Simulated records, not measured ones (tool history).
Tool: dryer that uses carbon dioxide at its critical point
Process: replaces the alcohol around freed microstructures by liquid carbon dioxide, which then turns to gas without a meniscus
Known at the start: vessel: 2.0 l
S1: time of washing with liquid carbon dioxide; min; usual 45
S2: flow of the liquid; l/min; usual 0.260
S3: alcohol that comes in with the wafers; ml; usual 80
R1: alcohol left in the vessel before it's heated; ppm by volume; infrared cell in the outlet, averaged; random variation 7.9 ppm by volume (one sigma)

run,day,S1,S2,S3,R1
1,0.000,45,0.260,80,593
2,0.721,45,0.260,80,592
3,1.592,45,0.260,80,612
4,2.400,45,0.260,80,612
5,2.892,45,0.260,80,621
6,3.288,45,0.260,80,628
7,3.933,45,0.260,80,633
8,4.429,45,0.260,80,638
9,5.308,66,0.260,80,148
10,5.992,45,0.260,80,638
# day 6.092: inlet filter changed
11,6.662,45,0.260,80,485
12,7.388,45,0.260,25,209
13,7.883,45,0.260,25,199
14,8.646,57,0.180,74,774
15,9.321,39,0.376,29,129
16,9.871,38,0.424,31,104
17,10.596,52,0.160,69,1502
18,11.500,52,0.160,69,1488
19,12.396,56,0.160,33,611
20,13.225,56,0.160,33,644
21,14.008,45,0.163,53,1749
22,14.496,45,0.163,53,1711
23,15.342,45,0.163,53,1735
24,16.225,45,0.260,30,281

Run 25 comes next. What will it give?
25,16.638,45,0.157,112,?

{"run 25": {"R1": 3984}}
Without the tool's hidden state the same run would have given R1 3525 ppm by volume.
